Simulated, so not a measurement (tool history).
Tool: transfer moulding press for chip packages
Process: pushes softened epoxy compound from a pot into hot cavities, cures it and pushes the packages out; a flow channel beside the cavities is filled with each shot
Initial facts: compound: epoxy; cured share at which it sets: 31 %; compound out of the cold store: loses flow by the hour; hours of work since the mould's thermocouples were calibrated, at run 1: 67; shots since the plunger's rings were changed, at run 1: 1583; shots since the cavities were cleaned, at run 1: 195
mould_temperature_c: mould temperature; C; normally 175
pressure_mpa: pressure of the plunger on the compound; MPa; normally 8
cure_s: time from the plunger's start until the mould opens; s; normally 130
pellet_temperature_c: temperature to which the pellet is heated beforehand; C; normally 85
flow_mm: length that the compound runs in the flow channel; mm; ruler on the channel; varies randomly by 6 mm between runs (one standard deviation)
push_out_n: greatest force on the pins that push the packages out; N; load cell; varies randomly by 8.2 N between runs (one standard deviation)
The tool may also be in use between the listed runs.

run	hour	mould_temperature_c	pressure_mpa	cure_s	pellet_temperature_c	hours of work since the mould's thermocouples were calibrated	shots since the plunger's rings were changed	shots since the cavities were cleaned	incoming compound's hours out of the cold store	flow_mm	push_out_n
1	0	175	8	130	85	67	1583	195	40.3	728	353
2	8.6	175	8	130	85	71	1642	254	13.7	826	363
3	13.3	173	8	130	85	73	1675	287	29.6	766	399
4	19.5	175	8	130	85	76	1717	329	13.7	835	357
5	24.4	175	8	130	79	78	1750	362	26.1	759	375
6	32.3	175	8	130	79	82	1804	416	46.4	708	338
7	38.3	175	8	130	79	85	1845	457	44.7	710	360
8	46.3	175	8	130	79	89	1900	512	27.4	781	352
9	53.1	175	8	130	94	92	1946	558	15.6	813	357
10	62.3	175	8	130	85	97	2010	622	9.2	851	368
11	68	175	8	130	85	99	2048	660	30.4	769	353
# hour 74: cavities cleaned with cleaning compound and waxed
12	77.8	179	8	130	85	103	2105	26	26.3	773	312
13	85.8	179	8	130	85	107	2159	80	20.2	795	309
14	95.1	179	8	130	85	112	2223	144	31.9	738	288
15	103.3	175	8	130	86	116	2279	200	23.7	789	345
16	108.4	170	7.1	114	92	118	2314	235	47	676	571
17	112.7	171	9.7	120	85	120	2344	265	31.9	837	519
18	121.8	171	9.7	120	85	124	2405	326	24.2	884	548
19	126.2	171	9.7	120	85	127	2436	357	9.3	946	572
20	134.7	170	9.03	114	94	131	2494	415	31.2	823	618
21	142.4	169	7.8	117	93	134	2547	468	21.2	799	657
22	149	178	8	130	76	137	2592	513	46.3	691	308
23	157.5	175	8	155	85	142	2650	571	30	768	288
24	163.6	175	6.6	125	85	144	2691	612	26.6	714	374
25	170.1	173	6.6	114	85	148	2736	657	39.3	664	491
# hour 176.7: cavities cleaned with cleaning compound and waxed
26	178	173	6.6	114	78	151	2779	8	47.3	644	484
27	182.9	175	8	151	75	153	2813	42	28.1	774	302
28	190.3	178	7.27	126	75	157	2864	93	27.3	731	326
29	198.4	178	7.27	126	75	160	2919	148	35.3	706	336

How the hidden state differs across the entries between the runs, from the last listed run before each to the first after it:
Between runs 11 and 12: cavities cleaned with cleaning compound and waxed (hour 74)
  grip of the stained cavities, % over clean ones': 0.6 -> 0
Between runs 25 and 26: cavities cleaned with cleaning compound and waxed (hour 176.7)
  grip of the stained cavities, % over clean ones': 0.6 -> 0
